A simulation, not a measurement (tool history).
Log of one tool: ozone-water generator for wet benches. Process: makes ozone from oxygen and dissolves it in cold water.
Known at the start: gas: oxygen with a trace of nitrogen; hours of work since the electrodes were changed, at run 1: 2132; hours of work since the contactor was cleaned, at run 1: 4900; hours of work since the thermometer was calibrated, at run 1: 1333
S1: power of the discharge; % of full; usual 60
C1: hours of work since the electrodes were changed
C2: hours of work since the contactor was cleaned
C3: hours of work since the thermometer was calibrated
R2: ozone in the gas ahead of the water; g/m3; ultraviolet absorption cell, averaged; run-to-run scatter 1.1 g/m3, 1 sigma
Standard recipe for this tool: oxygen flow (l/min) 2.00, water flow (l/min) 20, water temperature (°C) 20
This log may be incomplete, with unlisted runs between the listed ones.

run 1 hour=0.0 | S1=60 oxygen_flow_(l/min)=2.00 water_flow_(l/min)=20 water_temperature_(°C)=20 | C1=2132 C2=4900 C3=1333 | dissolved_ozone_(ppm)=10.7 R2=178.7
run 2 hour=92.3 | S1=60 oxygen_flow_(l/min)=3.23 water_flow_(l/min)=20 water_temperature_(°C)=20 | C1=2194 C2=4962 C3=1395 | dissolved_ozone_(ppm)=12.7 R2=146.7
run 3 hour=144.1 | S1=68 oxygen_flow_(l/min)=2.00 water_flow_(l/min)=20 water_temperature_(°C)=20 | C1=2228 C2=4997 C3=1430 | dissolved_ozone_(ppm)=12.1 R2=193.3
run 4 hour=235.7 | S1=60 oxygen_flow_(l/min)=2.00 water_flow_(l/min)=20 water_temperature_(°C)=12 | C1=2289 C2=5058 C3=1491 | dissolved_ozone_(ppm)=11.6 R2=176.4
run 5 hour=287.0 | S1=60 oxygen_flow_(l/min)=2.00 water_flow_(l/min)=20 water_temperature_(°C)=12 | C1=2324 C2=5092 C3=1525 | dissolved_ozone_(ppm)=11.6 R2=175.7
run 6 hour=362.1 | S1=60 oxygen_flow_(l/min)=2.00 water_flow_(l/min)=20 water_temperature_(°C)=20 | C1=2374 C2=5143 C3=1576 | dissolved_ozone_(ppm)=11.0 R2=175.5
run 7 hour=412.2 | S1=60 oxygen_flow_(l/min)=2.00 water_flow_(l/min)=20 water_temperature_(°C)=20 | C1=2408 C2=5176 C3=1609 | dissolved_ozone_(ppm)=10.9 R2=176.8
run 8 hour=508.7 | S1=60 oxygen_flow_(l/min)=2.00 water_flow_(l/min)=20 water_temperature_(°C)=20 | C1=2472 C2=5241 C3=1674 | dissolved_ozone_(ppm)=10.8 R2=174.6
run 9 hour=618.5 | S1=60 oxygen_flow_(l/min)=2.00 water_flow_(l/min)=20 water_temperature_(°C)=23 | C1=2546 C2=5314 C3=1747 | dissolved_ozone_(ppm)=10.9 R2=174.3
run 10 hour=683.1 | S1=60 oxygen_flow_(l/min)=2.00 water_flow_(l/min)=20 water_temperature_(°C)=23 | C1=2589 C2=5358 C3=1790 | dissolved_ozone_(ppm)=10.8 R2=173.6
run 11 hour=750.8 | S1=45 oxygen_flow_(l/min)=2.00 water_flow_(l/min)=20 water_temperature_(°C)=20 | C1=2634 C2=5403 C3=1836 | dissolved_ozone_(ppm)=8.7 R2=140.6
run 12 hour=849.5 | S1=45 oxygen_flow_(l/min)=2.00 water_flow_(l/min)=20 water_temperature_(°C)=20 | C1=2700 C2=5469 C3=1902 | dissolved_ozone_(ppm)=8.5 R2=142.6
run 13 hour=935.0 | S1=45 oxygen_flow_(l/min)=2.00 water_flow_(l/min)=20 water_temperature_(°C)=20 | C1=2757 C2=5526 C3=1959 | dissolved_ozone_(ppm)=8.8 R2=142.2
run 14 hour=1004.2 | S1=45 oxygen_flow_(l/min)=2.00 water_flow_(l/min)=20 water_temperature_(°C)=20 | C1=2804 C2=5572 C3=2005 | dissolved_ozone_(ppm)=8.6 R2=140.0
run 15 hour=1111.3 | S1=60 oxygen_flow_(l/min)=2.00 water_flow_(l/min)=20 water_temperature_(°C)=20 | C1=2875 C2=5644 C3=2077 | dissolved_ozone_(ppm)=10.8 R2=173.7
run 16 hour=1194.4 | S1=46 oxygen_flow_(l/min)=2.00 water_flow_(l/min)=20 water_temperature_(°C)=20 | C1=2931 C2=5700 C3=2132 | dissolved_ozone_(ppm)=8.9 R2=141.3
run 17 hour=1249.0 | S1=81 oxygen_flow_(l/min)=2.00 water_flow_(l/min)=27 water_temperature_(°C)=20 | C1=2968 C2=5736 C3=2169 | dissolved_ozone_(ppm)=9.6 R2=216.9
run 18 hour=1302.0 | S1=81 oxygen_flow_(l/min)=2.00 water_flow_(l/min)=27 water_temperature_(°C)=20 | C1=3003 C2=5772 C3=2204 | dissolved_ozone_(ppm)=9.8 R2=215.3
run 19 hour=1411.2 | S1=92 oxygen_flow_(l/min)=2.00 water_flow_(l/min)=20 water_temperature_(°C)=23 | C1=3076 C2=5845 C3=2278 | dissolved_ozone_(ppm)=14.3 R2=238.2
run 20 hour=1508.4 | S1=40 oxygen_flow_(l/min)=2.00 water_flow_(l/min)=20 water_temperature_(°C)=20 | C1=3141 C2=5910 C3=2343 | dissolved_ozone_(ppm)=8.1 R2=128.0
run 21 hour=1603.5 | S1=40 oxygen_flow_(l/min)=2.00 water_flow_(l/min)=20 water_temperature_(°C)=20 | C1=3205 C2=5973 C3=2406 | dissolved_ozone_(ppm)=8.0 R2=127.6
run 22 hour=1707.4 | S1=90 oxygen_flow_(l/min)=2.00 water_flow_(l/min)=20 water_temperature_(°C)=24 | C1=3274 C2=6043 C3=2476 | dissolved_ozone_(ppm)=14.0 R2=233.7
-- hour=1793.0 water thermometer calibrated
run 23 hour=1816.5 | S1=90 oxygen_flow_(l/min)=2.00 water_flow_(l/min)=20 water_temperature_(°C)=24 | C1=3347 C2=6116 C3=16 | dissolved_ozone_(ppm)=14.0 R2=233.9
run 24 hour=1898.7 | S1=52 oxygen_flow_(l/min)=3.48 water_flow_(l/min)=18 water_temperature_(°C)=20 | C1=3402 C2=6171 C3=71 | dissolved_ozone_(ppm)=12.7 R2=124.6
run 25 hour=1964.1 | S1=59 oxygen_flow_(l/min)=2.00 water_flow_(l/min)=16 water_temperature_(°C)=20 | C1=3446 C2=6214 C3=114 | dissolved_ozone_(ppm)=13.3 R2=169.8
run 26 hour=2014.7 | S1=43 oxygen_flow_(l/min)=2.00 water_flow_(l/min)=20 water_temperature_(°C)=12 | C1=3480 C2=6248 C3=148 | dissolved_ozone_(ppm)=8.8 R2=135.2
run 27 hour=2104.5 | S1=43 oxygen_flow_(l/min)=2.00 water_flow_(l/min)=20 water_temperature_(°C)=12 | C1=3540 C2=6308 C3=208 | dissolved_ozone_(ppm)=8.7 R2=133.3
run 28 hour=2210.6 | S1=60 oxygen_flow_(l/min)=1.37 water_flow_(l/min)=16 water_temperature_(°C)=21 | C1=3611 C2=6379 C3=279 | dissolved_ozone_(ppm)=11.3 R2=197.2

Run 29, settings as shown, results not yet in. Your forecast:
run 29 hour=2302.5 | S1=55 oxygen_flow_(l/min)=2.87 water_flow_(l/min)=31 water_temperature_(°C)=13 | C1=3672 C2=6441 C3=341 | dissolved_ozone_(ppm)=? R2=?

dissolved ozone (ppm): 7.5
R2: 141.2 g/m3
If the tool had no hidden condition, the same run with the same run-to-run variation would have returned dissolved ozone (ppm) 8.5, R2 151.4 g/m3.
